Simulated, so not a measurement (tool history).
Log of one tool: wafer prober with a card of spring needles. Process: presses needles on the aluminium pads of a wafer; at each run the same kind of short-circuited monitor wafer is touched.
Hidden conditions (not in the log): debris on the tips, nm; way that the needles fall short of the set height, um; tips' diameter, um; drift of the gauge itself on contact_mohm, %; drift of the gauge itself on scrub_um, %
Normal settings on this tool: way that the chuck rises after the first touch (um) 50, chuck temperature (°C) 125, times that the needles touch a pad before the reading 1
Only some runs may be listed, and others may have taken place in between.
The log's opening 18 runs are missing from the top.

run   hour  way that the chuck rises after the first touch (um)  chuck temperature (°C)  times that the needles touch a pad before the reading  touches since the tips were cleaned  cleanings since the card got new needles  touches since the first contact's height was set  resistance of one needle with its contact and lead (mohm)  way that a needle slides on the pad (um)
     518.6  -- tips cleaned on abrasive film
 19  525.5                                                   50                      41                                                      2                                 1758                                        32                                             26364                                                        112                                      7.55
 20  545.5                                                   55                      65                                                      2                                 6892                                        32                                             31498                                                        111                                       8.3
     555.4  -- tips cleaned on abrasive film
 21  562.3                                                   61                      50                                                      2                                 1747                                        33                                             35764                                                        108                                       9.2
 22  581.6                                                   61                      50                                                      2                                 6704                                        33                                             40721                                                        111                                      9.19
     591.9  -- tips cleaned on abrasive film
 23    614                                                   48                      50                                                      2                                 5662                                        34                                             48996                                                        109                                      7.25
       629  -- tips cleaned on abrasive film
 24    647                                                   36                     125                                                      2                                 4609                                        35                                             57413                                                        124                                      5.43
     659.9  -- gauge calibrated
       666  -- tips cleaned on abrasive film
 25  677.7                                                   33                      51                                                      2                                 3008                                        36                                             65271                                                        119                                      4.91
 26  697.4                                                   36                      26                                                      2                                 8040                                        36                                             70303                                                        112                                      5.35
     702.3  -- tips cleaned on abrasive film
 27  718.4                                                   41                      42                                                      3                                 4134                                        37                                             75672                                                        113                                      6.07
 28    736                                                   46                      58                                                      2                                 8640                                        37                                             80178                                                        115                                      6.82
     739.7  -- tips cleaned on abrasive film
 29  753.6                                                   57                      39                                                      2                                 3546                                        38                                             84644                                                        109                                      8.48
     775.9  -- tips cleaned on abrasive film
     781.2  -- height of the first contact set anew
 30    794                                                   44                      55                                                      2                                 4575                                        39                                              3281                                                        115                                      6.52
     813.8  -- tips cleaned on abrasive film
 31  825.9                                                   44                      55                                                      2                                 3093                                        40                                             11413                                                        115                                      6.55
 32  842.1                                                   55                      33                                                      1                                 7251                                        40                                             15571                                                        109                                      8.18

Branching from run 32: 4 alternative next runs. What would each branch give?
     850.1  -- tips cleaned on abrasive film
  A  862.2                                                   52                      29                                                      2                                 3101                                        41                                             20684                                                          ?                                         ?
     850.1  -- tips cleaned on abrasive film
  B  862.2                                                   61                      38                                                      1                                 3101                                        41                                             20684                                                          ?                                         ?
     850.1  -- tips cleaned on abrasive film
  C  862.2                                                   62                     125                                                      2                                 3101                                        41                                             20684                                                          ?                                         ?
     850.1  -- tips cleaned on abrasive film
  D  862.2                                                   55                      33                                                      2                                 3101                                        41                                             20684                                                          ?                                         ?

run  resistance of one needle with its contact and lead (mohm)  way that a needle slides on the pad (um)
  A                                                        110                                      7.77
  B                                                        106                                       9.1
  C                                                        116                                      9.24
  D                                                        111                                      8.19
The same runs, with their run-to-run variation unchanged, on a tool lacking any hidden condition would have given:
run  resistance of one needle with its contact and lead (mohm)  way that a needle slides on the pad (um)
  A                                                        110                                      7.72
  B                                                        106                                      9.05
  C                                                        116                                      9.18
  D                                                        111                                      8.14

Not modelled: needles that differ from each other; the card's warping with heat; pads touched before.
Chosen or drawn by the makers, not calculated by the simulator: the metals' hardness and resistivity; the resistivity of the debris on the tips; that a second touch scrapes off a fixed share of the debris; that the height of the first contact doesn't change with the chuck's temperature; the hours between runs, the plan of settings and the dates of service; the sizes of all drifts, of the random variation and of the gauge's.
